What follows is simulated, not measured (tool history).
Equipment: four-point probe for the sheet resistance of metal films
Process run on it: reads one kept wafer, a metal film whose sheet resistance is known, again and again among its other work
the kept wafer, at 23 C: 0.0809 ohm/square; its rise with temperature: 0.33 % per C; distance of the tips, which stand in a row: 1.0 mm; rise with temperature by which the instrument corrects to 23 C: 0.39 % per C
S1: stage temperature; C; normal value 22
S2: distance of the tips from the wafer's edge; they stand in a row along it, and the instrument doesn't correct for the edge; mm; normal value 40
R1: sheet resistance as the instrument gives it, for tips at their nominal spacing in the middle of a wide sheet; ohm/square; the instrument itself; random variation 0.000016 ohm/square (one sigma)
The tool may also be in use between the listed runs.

run   hour  S1  S2        R1
  1      0  22  40  0.080831
  2   22.6  22  40  0.080822
  3   35.1  22  14  0.081015
  4   64.2  22  14   0.08104
  5   82.8  22  14  0.081021
  6  109.2  22  14  0.081032
  7  123.2  22  45  0.080816
  8  151.7  20  40  0.080929
  9    170  24   4  0.083338
 10  194.5  31   4  0.082971
 11  224.1  22   3   0.08535
 12  243.9  31  30  0.080407
 13  258.8  21   3  0.085354
 14  275.7  21   8  0.081493
 15  297.9  26   9  0.081118

Here are 5 independent what-if runs from the current tool condition. What would each one return?
  A   314  21   9   ?
  B   314  35   9   ?
  C   314  31   5   ?
  D   314  26   4   ?
  E   314  26   7   ?

run        R1
  A  0.081341
  B  0.080687
  C   0.08201
  D   0.08319
  E  0.081462
Without the tool's hidden state the same runs would have given:
run        R1
  A  0.081515
  B  0.080862
  C  0.082186
  D  0.083368
  E  0.081637
